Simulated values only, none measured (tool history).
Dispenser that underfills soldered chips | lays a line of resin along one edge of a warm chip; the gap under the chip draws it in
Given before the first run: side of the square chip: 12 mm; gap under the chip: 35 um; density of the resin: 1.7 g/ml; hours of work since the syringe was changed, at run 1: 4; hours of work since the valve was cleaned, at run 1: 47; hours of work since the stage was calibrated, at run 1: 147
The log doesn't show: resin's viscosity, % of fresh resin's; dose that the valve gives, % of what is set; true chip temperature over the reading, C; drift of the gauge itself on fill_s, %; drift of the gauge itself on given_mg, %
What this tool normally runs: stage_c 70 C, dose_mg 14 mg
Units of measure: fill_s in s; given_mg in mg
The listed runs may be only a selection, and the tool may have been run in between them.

run,day,stage_c,dose_mg,hours of work since the syringe was changed,hours of work since the valve was cleaned,hours of work since the stage was calibrated,fill_s,given_mg
1,0,70,14,4,47,147,214.6,13.59
# day 0.254: new syringe of resin
2,0.275,69,14,0,51,151,185.2,13.68
3,0.554,57,14,5,55,155,346.6,13.59
# day 0.75: new syringe of resin
4,0.754,55,14,0,58,157,322,13.68
5,0.879,55,14,2,60,159,347.1,13.43
6,1.075,70,14.9,5,63,162,214.9,14.36
# day 1.258: new syringe of resin
7,1.258,70,14.9,0,65,165,181.5,14.37
8,1.392,59,13.4,2,67,167,296.6,13.03
9,1.658,59,15.5,6,71,171,348.3,14.91
# day 1.758: new syringe of resin
10,1.879,68,13.3,2,74,174,213,12.7
11,2.071,68,13.3,5,77,177,239.9,12.84
12,2.204,68,13.3,7,79,179,259.3,12.64

Pick out some run-to-run changes in fill_s. Of each, how much would a tool without hidden state show as well, from the settings, what came in and chance, and how much is left for the hidden state and any gauge scatter not in both results compared?
Run 2 -> 3: stage_c 69 -> 57. fill_s +161.4 s: hidden state +58.9, all else +102.5.
Run 9 -> 10: stage_c 59 -> 68, dose_mg 15.5 -> 13.3, new syringe of resin. fill_s -135.3 s: hidden state -62.7, all else -72.6.
